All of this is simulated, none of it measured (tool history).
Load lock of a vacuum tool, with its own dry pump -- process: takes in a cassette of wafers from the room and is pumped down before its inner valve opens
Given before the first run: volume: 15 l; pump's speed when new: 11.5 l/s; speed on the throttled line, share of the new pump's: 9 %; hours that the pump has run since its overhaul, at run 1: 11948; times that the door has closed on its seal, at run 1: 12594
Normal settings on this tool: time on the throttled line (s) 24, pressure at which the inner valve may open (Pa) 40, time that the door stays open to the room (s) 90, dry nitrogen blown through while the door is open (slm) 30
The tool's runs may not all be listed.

run,hour,time on the throttled line (s),pressure at which the inner valve may open (Pa),time that the door stays open to the room (s),dry nitrogen blown through while the door is open (slm),hours that the pump has run since its overhaul,times that the door has closed on its seal,"incoming humidity of the room's air, %",time from the closed door until the inner valve may open (s),rise of the pressure with all valves shut (Pa/min)
1,0,24,40,90,30,11948,12594,46.2,32.8,0.064
2,169.5,24,40,90,12,12117,12997,44.1,33.1,0.09
3,484.5,24,40,90,12,12432,13747,43.9,32.7,0.081
4,817.1,24,40,90,12,12765,14538,43.1,33.5,0.086
5,1061.1,24,40,90,12,13009,15118,41.8,32.9,0.084
6,1299.1,43,40,90,30,13247,15685,41,50.1,0.069
7,1602.2,43,40,90,30,13550,16406,43.2,49.9,0.071
8,1931.7,43,40,90,30,13879,17190,44.6,50.3,0.07
9,2091.5,43,40,90,30,14039,17570,45.2,50.2,0.074
10,2313.2,24,43,90,30,14261,18098,44.7,33.4,0.075
11,2664.4,24,40,90,30,14612,18933,45.8,33,0.078
12,2876.2,24,40,90,30,14824,19437,44.9,33.5,0.073
13,3171,19,40,90,30,15119,20138,45.5,29.2,0.075
14,3515,19,40,118,30,15463,20957,40.1,29.2,0.076
15,3721.8,24,69,77,30,15670,21449,46.9,32.5,0.074
16,3906.7,13,34,42,30,15854,21889,46.8,23.8,0.068
17,4211.3,15,28,234,30,16159,22614,42.3,26.4,0.096
18,4423.7,24,33,90,30,16371,23119,43.6,34.1,0.083
19,4577.7,24,57,90,41,16525,23485,44.9,33.3,0.08
20,4797.8,14,42,26,22,16746,24009,45.6,24.6,0.08
21,5041.7,13,61,44,9,16989,24589,46.8,22.6,0.104
22,5282.5,15,31,90,30,17230,25162,44.4,25.7,0.088
23,5509.8,15,31,90,30,17458,25703,45.8,26.2,0.086
24,5874.5,24,61,90,34,17822,26570,45.9,32.7,0.085
25,6158.3,24,61,90,34,18106,27246,43.8,32.8,0.083
26,6489.5,24,64,104,34,18437,28034,45.6,32.9,0.091

Forecast each of these 4 alternatives for the next run:
A,6817.9,15,40,90,30,18766,28815,48.8,?,?
B,6817.9,24,40,44,30,18766,28815,42.5,?,?
C,6817.9,24,34,90,30,18766,28815,41,?,?
D,6817.9,34,40,90,30,18766,28815,45.8,?,?

run,time from the closed door until the inner valve may open (s),rise of the pressure with all valves shut (Pa/min)
A,25.2,0.098
B,34.4,0.082
C,34.2,0.093
D,42.8,0.093
With no hidden state in the tool, these same runs would have given:
run,time from the closed door until the inner valve may open (s),rise of the pressure with all valves shut (Pa/min)
A,23.2,0.051
B,32.6,0.035
C,32.3,0.045
D,41.2,0.045

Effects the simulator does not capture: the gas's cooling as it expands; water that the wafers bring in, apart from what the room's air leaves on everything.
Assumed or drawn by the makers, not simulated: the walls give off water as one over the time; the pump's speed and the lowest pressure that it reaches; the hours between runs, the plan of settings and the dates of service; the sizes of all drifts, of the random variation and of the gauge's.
